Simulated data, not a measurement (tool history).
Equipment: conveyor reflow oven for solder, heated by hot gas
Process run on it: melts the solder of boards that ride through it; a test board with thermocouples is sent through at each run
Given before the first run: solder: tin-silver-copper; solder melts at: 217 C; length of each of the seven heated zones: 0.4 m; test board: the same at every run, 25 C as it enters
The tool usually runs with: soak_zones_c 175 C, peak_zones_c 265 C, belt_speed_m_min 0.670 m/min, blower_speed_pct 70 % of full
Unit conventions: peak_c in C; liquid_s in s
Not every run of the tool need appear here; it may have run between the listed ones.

run     day  soak_zones_c  peak_zones_c  belt_speed_m_min  blower_speed_pct  peak_c  liquid_s
  1   0.000           175           265             0.670                70   250.0      51.8
  2   0.396           188           265             0.670                70   252.5      59.2
  3   0.938           188           265             0.670                70   252.1      58.9
  4   1.388           188           265             0.670                70   252.0      58.1
  5   1.750           175           265             0.670                70   250.3      52.0
  6   2.412           175           265             0.670                70   250.0      52.0
  7   2.721           175           265             0.670                70   250.0      51.3
  8   3.383           175           265             0.670                70   249.6      52.0
  9   3.988           175           265             0.670                70   249.5      51.2
 10   4.650           175           273             0.670                70   256.8      56.1
 11   5.242           175           273             0.670                70   256.2      55.7
 12   5.842           175           265             0.670                70   248.9      51.5
 13   6.492           175           265             0.670                72   250.1      51.2
 14   6.879           188           278             0.718                70   260.9      58.8
 15   7.371           188           278             0.575                81   269.4      79.2
 16   7.854           184           266             0.704                81   253.4      54.5
 17   8.288           181           263             0.704                67   246.2      48.3
 18   8.629           165           265             0.670                67   246.3      45.4
 19   9.029           175           257             0.670                66   241.4      44.4
 20   9.742           178           260             0.670                66   244.6      47.9
 21  10.383           175           264             0.700                75   248.3      48.0
 22  10.992           175           264             0.700                75   247.9      47.9
 23  11.629           175           264             0.700                75   247.8      47.9

Here are 5 independent what-if runs from the current tool condition. What would each one return?
  A  12.179           175           263             0.700                69       ?         ?
  B  12.179           187           265             0.670                80       ?         ?
  C  12.179           175           278             0.599                75       ?         ?
  D  12.179           175           279             0.656                75       ?         ?
  E  12.179           162           269             0.658                75       ?         ?

run  peak_c  liquid_s
  A   245.2      45.8
  B   253.4      59.4
  C   265.4      69.2
  D   262.9      61.1
  E   251.6      50.3
Take away the tool's hidden state, keep each run's random variation, and the runs would have read:
run  peak_c  liquid_s
  A   245.2      46.5
  B   253.0      59.6
  C   265.0      69.2
  D   262.9      61.3
  E   251.8      51.1

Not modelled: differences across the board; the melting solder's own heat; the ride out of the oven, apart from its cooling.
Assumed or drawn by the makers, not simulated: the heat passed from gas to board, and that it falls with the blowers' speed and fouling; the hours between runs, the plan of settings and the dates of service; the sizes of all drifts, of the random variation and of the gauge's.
